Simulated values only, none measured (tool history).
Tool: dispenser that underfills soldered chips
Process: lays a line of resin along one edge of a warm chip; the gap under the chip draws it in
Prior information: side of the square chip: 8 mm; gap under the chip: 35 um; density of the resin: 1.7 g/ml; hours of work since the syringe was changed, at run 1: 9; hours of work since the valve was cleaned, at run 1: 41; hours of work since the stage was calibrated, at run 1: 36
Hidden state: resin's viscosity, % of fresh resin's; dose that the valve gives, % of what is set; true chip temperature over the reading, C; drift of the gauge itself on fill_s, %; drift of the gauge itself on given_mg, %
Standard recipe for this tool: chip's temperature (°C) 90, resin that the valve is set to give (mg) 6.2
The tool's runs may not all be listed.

run	hour	chip's temperature (°C)	resin that the valve is set to give (mg)	hours of work since the syringe was changed	hours of work since the valve was cleaned	hours of work since the stage was calibrated	time until the resin shows at the far edge (s)	resin that the valve gave (mg)
1	0	90	6.2	9	41	36	190.4	6.07
# hour 2.7: new syringe of resin
2	2.9	90	6.2	0	43	38	110.9	5.97
3	7.4	90	6.2	3	46	41	135.6	5.83
4	11.6	90	6.2	6	49	44	157.6	5.99
5	16.5	90	6.2	10	53	48	196	5.88
# hour 17.9: new syringe of resin
6	20	90	6.2	1	55	50	120.9	5.95
7	24.9	99	6.2	5	59	54	97.6	5.89
8	27.7	99	6.2	7	61	56	111.1	5.85
9	29.9	90	5.66	9	62	57	184.6	5.42
10	32.4	90	5.66	11	64	59	205.1	5.37
# hour 33.1: new syringe of resin
11	35.2	90	5.66	2	66	61	123.8	5.45
12	37.6	90	5.66	3	68	63	137.9	5.44
13	40.7	88	6.2	6	70	65	170.8	5.95
14	42.8	88	6.2	7	72	67	186.2	5.91
15	45.5	90	6.2	9	74	69	188.3	5.82
# hour 48.1: new syringe of resin
16	49	90	6.2	1	76	71	117.7	5.82
17	52.8	90	6.2	3	79	74	134.8	5.86
18	57.9	90	6.2	7	82	77	166.6	5.71
# hour 63.2: new syringe of resin
19	63.3	94	6.2	0	86	81	92.9	5.82
20	65.6	104	6.16	2	88	83	64.3	5.76
21	68.2	104	6.16	4	90	85	73.1	5.71
22	71.5	104	6.87	6	92	87	83.8	6.48
23	74.5	104	6.87	8	94	89	92.2	6.35
24	77.8	104	6.87	11	97	92	106.5	6.34
# hour 78.5: new syringe of resin
25	82.5	90	6.55	3	100	95	130.3	6.07
26	85.5	78	5.39	5	102	97	275.3	4.96
27	90.4	93	5.45	9	106	101	163	5.02
28	93	102	6.71	11	108	103	116.8	6.16
# hour 93.5: new syringe of resin
29	98.3	102	6.71	3	111	106	78.6	6.18
30	102.6	102	6.71	7	114	109	92.4	6.18
31	105.8	93	5.62	9	117	112	169.1	5.13
# hour 108.6: new syringe of resin
32	109.5	92	6.37	1	119	114	105.3	5.78
33	114.5	88	5.56	4	123	118	161.9	5.01
34	117.4	105	6.2	6	125	120	81.8	5.59
# hour 119.7: dispensing valve cleaned and set on the balance
35	122	79	6.09	9	2	123	310.2	6
# hour 124.9: new syringe of resin
36	126.3	79	6.09	1	5	125	197.3	6

Table of differences, measured result less the result of that run with no hidden state. Run-to-run variation is the same in both. Gauge scatter possibly is not:
run	time until the resin shows at the far edge (s)	resin that the valve gave (mg)
1	+76.8	-0.19
2	-0.8	-0.2
3	+22	-0.21
4	+46.5	-0.22
5	+83.4	-0.24
6	+6.5	-0.25
7	+22.4	-0.26
8	+34.8	-0.28
9	+68.6	-0.26
10	+89.6	-0.26
11	+10.3	-0.27
12	+23.1	-0.28
13	+45.4	-0.32
14	+60.8	-0.32
15	+74.7	-0.33
16	+2.7	-0.35
17	+22.3	-0.36
18	+53.9	-0.38
19	-0.4	-0.39
20	+5.6	-0.4
21	+13.3	-0.41
22	+23.5	-0.46
23	+33.7	-0.48
24	+47.8	-0.49
25	+17.6	-0.48
26	+66.7	-0.4
27	+62.5	-0.43
28	+51.2	-0.53
29	+13.5	-0.55
30	+28.4	-0.56
31	+67.7	-0.48
32	+2.2	-0.56
33	+34.3	-0.5
34	+24.1	-0.57
35	+118.3	-0.04
36	+3.6	-0.05
